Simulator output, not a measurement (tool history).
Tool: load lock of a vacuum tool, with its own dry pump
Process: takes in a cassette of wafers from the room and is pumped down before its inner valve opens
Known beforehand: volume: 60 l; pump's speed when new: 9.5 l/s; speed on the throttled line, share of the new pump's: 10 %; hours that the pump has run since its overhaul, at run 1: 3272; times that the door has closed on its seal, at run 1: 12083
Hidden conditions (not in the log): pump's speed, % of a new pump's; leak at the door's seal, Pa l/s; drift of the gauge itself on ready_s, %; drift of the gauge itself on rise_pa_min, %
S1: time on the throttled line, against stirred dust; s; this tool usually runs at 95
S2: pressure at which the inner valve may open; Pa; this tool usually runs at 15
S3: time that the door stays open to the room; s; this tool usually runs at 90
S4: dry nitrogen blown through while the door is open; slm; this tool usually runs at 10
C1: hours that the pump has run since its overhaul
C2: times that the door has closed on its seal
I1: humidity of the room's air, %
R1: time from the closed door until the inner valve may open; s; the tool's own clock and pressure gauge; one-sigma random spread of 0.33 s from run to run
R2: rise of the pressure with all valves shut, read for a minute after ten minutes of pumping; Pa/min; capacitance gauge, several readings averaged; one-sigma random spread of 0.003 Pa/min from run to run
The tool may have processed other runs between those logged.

Run 1, hour 0.0: usual settings; C1 3272; C2 12083; I1 44.9. Result: R1 142.8 s, R2 0.112 Pa/min.
Run 2, hour 65.4: usual settings but S2 19 Pa; C1 3338; C2 12280; I1 43.6. Result: R1 141.6 s, R2 0.115 Pa/min.
Run 3, hour 118.5: usual settings but S2 19 Pa; C1 3391; C2 12440; I1 50.5. Result: R1 141.2 s, R2 0.119 Pa/min.
Run 4, hour 206.0: usual settings but S2 19 Pa; C1 3478; C2 12704; I1 44.6. Result: R1 141.1 s, R2 0.119 Pa/min.
Run 5, hour 271.5: usual settings but S2 19 Pa; C1 3544; C2 12901; I1 44.1. Result: R1 141.7 s, R2 0.119 Pa/min.
Run 6, hour 367.3: usual settings but S2 19 Pa, S3 66 s; C1 3639; C2 13190; I1 43.6. Result: R1 141.6 s, R2 0.113 Pa/min.
Run 7, hour 441.8: usual settings but S1 127 s, S2 16 Pa, S3 30 s, S4 9 slm; C1 3714; C2 13415; I1 44.9. Result: R1 171.1 s, R2 0.093 Pa/min.
Run 8, hour 534.3: usual settings but S2 22 Pa, S3 120 s; C1 3806; C2 13694; I1 43.5. Result: R1 140.7 s, R2 0.131 Pa/min.
Run 9, hour 636.4: usual settings but S1 148 s, S2 22 Pa, S3 120 s, S4 6 slm; C1 3909; C2 14001; I1 42.6. Result: R1 189.4 s, R2 0.138 Pa/min.
Run 10, hour 701.0: usual settings but S1 166 s, S2 22 Pa, S3 120 s, S4 13 slm; C1 3973; C2 14196; I1 47.2. Result: R1 205.2 s, R2 0.134 Pa/min.
Run 11, hour 754.6: usual settings but S1 74 s, S3 92 s; C1 4027; C2 14358; I1 45.7. Result: R1 124.1 s, R2 0.129 Pa/min.

Alternative continuations, all from the tool just after run 11; predict every row:
Run A, hour 816.1: usual settings but S1 74 s, S3 194 s, S4 7 slm; C1 4088; C2 14543; I1 45.3. Result: R1 ?, R2 ?.
Run B, hour 816.1: usual settings but S1 140 s, S3 54 s, S4 7 slm; C1 4088; C2 14543; I1 43.9. Result: R1 ?, R2 ?.
Run C, hour 816.1: usual settings but S1 52 s, S3 46 s, S4 5 slm; C1 4088; C2 14543; I1 45.6. Result: R1 ?, R2 ?.
Run D, hour 816.1: usual settings but S2 16 Pa, S3 200 s; C1 4088; C2 14543; I1 46.3. Result: R1 ?, R2 ?.
Run E, hour 816.1: usual settings but S1 74 s, S3 42 s; C1 4088; C2 14543; I1 43.2. Result: R1 ?, R2 ?.

run     R1     R2
  A  124.3  0.165
  B  183.4  0.118
  C  104.4  0.115
  D  142.9  0.169
  E  124.1  0.107
Without the tool's hidden state the same runs would have given:
run     R1     R2
  A  122.8  0.082
  B  182.1  0.036
  C  102.8  0.030
  D  141.5  0.085
  E  122.6  0.024
